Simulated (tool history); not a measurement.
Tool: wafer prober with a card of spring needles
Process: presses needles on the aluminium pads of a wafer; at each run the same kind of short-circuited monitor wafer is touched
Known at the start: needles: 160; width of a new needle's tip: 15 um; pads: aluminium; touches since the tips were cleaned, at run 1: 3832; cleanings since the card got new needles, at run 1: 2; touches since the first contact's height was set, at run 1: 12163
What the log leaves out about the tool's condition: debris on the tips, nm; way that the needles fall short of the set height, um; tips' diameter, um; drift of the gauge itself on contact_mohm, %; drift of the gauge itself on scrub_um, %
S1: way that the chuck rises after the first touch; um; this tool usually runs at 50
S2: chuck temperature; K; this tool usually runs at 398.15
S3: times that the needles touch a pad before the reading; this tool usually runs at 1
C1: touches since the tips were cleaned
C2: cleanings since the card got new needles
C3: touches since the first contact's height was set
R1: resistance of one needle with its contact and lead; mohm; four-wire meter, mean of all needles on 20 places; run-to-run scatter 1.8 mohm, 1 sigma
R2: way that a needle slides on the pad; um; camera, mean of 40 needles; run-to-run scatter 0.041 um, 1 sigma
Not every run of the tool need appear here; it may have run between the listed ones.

run,hour,S1,S2,S3,C1,C2,C3,R1,R2
1,0.0,50,398.15,1,3832,2,12163,191,11.98
# hour 1.2: tips cleaned on abrasive film
2,7.0,50,398.15,1,1633,3,14103,195,11.96
# hour 16.0: tips cleaned on abrasive film
3,21.9,50,398.15,1,1667,4,18284,189,11.99
# hour 30.3: tips cleaned on abrasive film
4,30.3,49,398.15,1,0,5,20633,192,11.76
5,43.7,49,398.15,1,3796,5,24429,192,11.78
# hour 44.8: tips cleaned on abrasive film
6,53.9,49,398.15,1,2567,6,27276,190,11.75
# hour 59.2: tips cleaned on abrasive film
7,70.7,49,398.15,1,3255,7,32004,191,11.68
# hour 73.7: tips cleaned on abrasive film
8,85.0,49,398.15,1,3211,8,36029,192,11.75
# hour 88.9: tips cleaned on abrasive film
9,100.1,47,398.15,1,3159,9,40257,192,11.19
# hour 103.5: tips cleaned on abrasive film
10,112.6,47,398.15,1,2553,10,43758,190,11.13
# hour 118.6: tips cleaned on abrasive film
11,128.3,47,398.15,1,2741,11,48181,196,11.16
# hour 133.3: tips cleaned on abrasive film
12,135.7,50,398.15,1,666,12,50232,194,11.88
# hour 147.6: tips cleaned on abrasive film
13,147.6,50,398.15,1,0,13,53566,191,11.85
14,157.8,50,398.15,1,2902,13,56468,191,11.92
# hour 162.9: tips cleaned on abrasive film
15,167.6,50,398.15,1,1326,14,59195,191,11.89
# hour 177.9: tips cleaned on abrasive film
16,179.1,50,398.15,3,343,15,62439,193,11.88
# hour 192.5: tips cleaned on abrasive film
17,194.0,50,398.15,3,433,16,66618,194,11.80
# hour 206.8: tips cleaned on abrasive film
18,209.7,50,396.15,1,819,17,71029,189,11.82
# hour 221.1: tips cleaned on abrasive film
19,221.1,50,396.15,1,0,18,74226,192,11.79
20,228.5,55,324.15,2,2087,18,76313,173,12.98
# hour 236.2: tips cleaned on abrasive film
21,245.3,69,386.15,2,2562,19,81029,187,16.33
# hour 251.4: tips cleaned on abrasive film
22,253.4,31,301.15,1,554,20,83280,182,7.33
# hour 265.8: gauge calibrated
# hour 265.9: tips cleaned on abrasive film
23,270.0,32,398.15,1,1154,21,87955,202,7.67
24,279.1,61,398.15,2,3730,21,90531,189,14.60
# hour 280.5: tips cleaned on abrasive film
25,287.4,58,364.15,1,1930,22,92832,182,13.92
# hour 295.8: tips cleaned on abrasive film
26,297.2,50,314.15,2,392,23,95581,175,11.96
# hour 310.7: tips cleaned on abrasive film
27,311.0,52,398.15,2,83,24,99464,194,12.49
28,321.8,50,307.15,1,3124,24,102505,175,11.89
# hour 325.9: tips cleaned on abrasive film
29,329.6,45,307.15,2,1065,25,104700,177,10.76
# hour 341.0: tips cleaned on abrasive film
30,344.7,34,310.15,1,1052,26,108934,179,8.08
# hour 356.1: tips cleaned on abrasive film
31,359.7,49,398.15,1,1022,27,113142,194,11.72
# hour 370.5: tips cleaned on abrasive film
32,371.0,41,360.15,3,153,28,116307,186,9.82
33,380.7,41,360.15,3,2911,28,119065,186,9.70
# hour 386.1: tips cleaned on abrasive film
34,397.0,32,303.15,1,3074,29,123633,179,7.61

Here are 3 independent what-if runs from the current tool condition. What would each one return?
# hour 401.0: tips cleaned on abrasive film
A,407.2,34,392.15,2,1741,30,126487,?,?
# hour 401.0: tips cleaned on abrasive film
B,407.2,50,398.15,2,1741,30,126487,?,?
# hour 401.0: tips cleaned on abrasive film
C,407.2,64,391.15,2,1741,30,126487,?,?

run,R1,R2
A,201,8.11
B,192,11.97
C,188,15.28
Without the tool's hidden state the same runs would have given:
run,R1,R2
A,201,8.20
B,192,12.10
C,188,15.45
